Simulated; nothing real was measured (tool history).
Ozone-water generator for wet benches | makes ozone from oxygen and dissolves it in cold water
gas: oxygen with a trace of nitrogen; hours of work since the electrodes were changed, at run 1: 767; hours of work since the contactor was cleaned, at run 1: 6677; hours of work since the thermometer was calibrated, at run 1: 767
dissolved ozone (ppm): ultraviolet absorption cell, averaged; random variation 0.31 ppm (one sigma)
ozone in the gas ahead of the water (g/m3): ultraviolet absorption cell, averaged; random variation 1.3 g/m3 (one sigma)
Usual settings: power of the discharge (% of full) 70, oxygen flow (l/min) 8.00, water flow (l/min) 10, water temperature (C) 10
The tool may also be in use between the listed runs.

run,hour,power of the discharge (% of full),oxygen flow (l/min),water flow (l/min),water temperature (C),hours of work since the electrodes were changed,hours of work since the contactor was cleaned,hours of work since the thermometer was calibrated,dissolved ozone (ppm),ozone in the gas ahead of the water (g/m3)
1,0.0,70,8.00,10,10,767,6677,767,44.8,248.6
2,118.4,70,8.00,10,10,878,6788,878,44.2,245.7
3,224.1,45,8.00,10,10,978,6887,978,30.8,169.6
4,328.7,45,8.00,10,10,1076,6986,1076,30.8,169.8
5,402.3,70,8.43,10,10,1145,7055,1145,43.4,239.1
6,525.2,70,8.00,10,14,1261,7171,1261,40.4,243.7

The next listed run, before its measurement:
7,645.7,46,7.76,11,8,1374,7284,1374,?,?

{"run 7": {"dissolved ozone (ppm)": 30.6, "ozone in the gas ahead of the water (g/m3)": 175.6}}
Without the tool's hidden state the same run would have given dissolved ozone (ppm) 33.7, ozone in the gas ahead of the water (g/m3) 178.8.
